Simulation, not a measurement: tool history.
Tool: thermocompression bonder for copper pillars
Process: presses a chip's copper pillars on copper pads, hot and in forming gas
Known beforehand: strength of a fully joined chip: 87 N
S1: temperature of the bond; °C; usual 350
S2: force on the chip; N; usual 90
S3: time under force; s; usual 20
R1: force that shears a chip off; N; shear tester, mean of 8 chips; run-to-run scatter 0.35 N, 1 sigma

run   hour   S1  S2  S3    R1
  1    0.0  350  90  20  44.2
  2    9.4  350  90  20  44.0
  3   14.6  350  90  20  44.0
  4   21.6  350  90  20  44.4
  5   27.1  350  98  20  47.0
  6   35.8  350  98  20  46.6
  7   42.2  350  90  32  51.1
  8   51.0  350  90  32  51.3
  9   59.6  350  90  12  36.4
 10   67.2  350  90  12  36.9
 11   75.9  350  90  20  44.6
 12   85.7  350  91  20  44.8
 13   96.8  350  91  14  39.3
 14  105.4  378  81  15  45.5
 15  114.9  365  55  15  29.9
 16  122.6  328  61  44  35.8
 17  132.8  328  61  44  35.7
     133.7  -- forming gas filter changed
 18  144.0  328  61  44  35.8
 19  152.0  328  61  44  35.8
 20  160.4  328  82  44  46.0
 21  168.1  344  62  21  31.7
 22  173.5  350  95  22  47.8

Run 23 has not been measured yet. What should we expect?
 23  178.2  350  70  30   ?

R1: 42.1 N
On a tool with no hidden condition, and with the same random variation, this run would have come out at R1 42.3 N.

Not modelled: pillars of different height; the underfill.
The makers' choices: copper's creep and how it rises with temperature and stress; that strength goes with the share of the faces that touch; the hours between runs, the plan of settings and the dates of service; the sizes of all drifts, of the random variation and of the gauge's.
